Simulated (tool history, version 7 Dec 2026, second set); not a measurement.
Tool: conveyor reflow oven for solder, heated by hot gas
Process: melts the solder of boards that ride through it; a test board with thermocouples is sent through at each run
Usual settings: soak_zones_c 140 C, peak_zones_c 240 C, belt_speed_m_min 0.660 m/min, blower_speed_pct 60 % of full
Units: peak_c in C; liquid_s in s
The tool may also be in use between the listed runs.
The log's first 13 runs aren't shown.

run   hour  soak_zones_c  peak_zones_c  belt_speed_m_min  blower_speed_pct  hours of work since the flux was cleaned out  hours of work since the belt drive was overhauled  hours of work since the thermocouples were changed  peak_c  liquid_s
     174.8  -- belt drive overhauled, speed set with a stopwatch
 14  189.2           140           240             0.660                60                                           108                                                  8                                                 287   213.7      50.9
 15  198.8           140           240             0.660                60                                           114                                                 13                                                 292   213.7      50.2
 16  209.9           140           240             0.660                60                                           120                                                 20                                                 298   213.5      50.7
 17  219.4           142           242             0.753                52                                           125                                                 25                                                 303   204.8      35.3
 18  236.4           133           240             0.660                54                                           135                                                 35                                                 313   208.3      42.5
 19  250.5           151           238             0.653                54                                           143                                                 43                                                 321   212.2      54.2
     257.5  -- belt drive overhauled, speed set with a stopwatch, once more
 20  262.8           142           240             0.660                59                                           147                                                  3                                                 326   213.6      51.1
 21  274.7           142           240             0.660                59                                           154                                                 10                                                 332   213.8      50.9
 22  290.9           140           240             0.660                84                                           163                                                 19                                                 341   223.2      58.7
 23  303.6           140           240             0.590                60                                           170                                                 26                                                 349   218.0      61.7
 24  312.8           140           240             0.590                60                                           176                                                 31                                                 354   218.0      61.5
 25  325.3           140           254             0.568                60                                           183                                                 38                                                 361   231.2      73.7
 26  336.6           140           244             0.778                71                                           189                                                 44                                                 367   214.9      43.0
 27  345.2           140           244             0.778                71                                           194                                                 49                                                 372   214.7      43.5
 28  355.7           151           240             0.761                86                                           200                                                 55                                                 378   221.2      52.9
 29  373.6           140           228             0.660                64                                           210                                                 65                                                 388   206.2      43.5
 30  387.8           140           228             0.660                64                                           218                                                 73                                                 396   206.3      43.4
 31  396.7           140           228             0.660                64                                           223                                                 78                                                 401   206.3      43.6

3 ways to go on from here, each from the tool as it stands after run 31. What would each give?
  A  404.5           140           244             0.660                58                                           227                                                 83                                                 405       ?         ?
  B  404.5           140           228             0.705                64                                           227                                                 83                                                 405       ?         ?
  C  404.5           140           247             0.784                89                                           227                                                 83                                                 405       ?         ?

run  peak_c  liquid_s
  A   215.7      51.8
  B   203.7      37.3
  C   223.7      49.5
Without the tool's hidden state the same runs would have given:
run  peak_c  liquid_s
  A   215.5      51.6
  B   203.5      37.3
  C   224.0      49.6
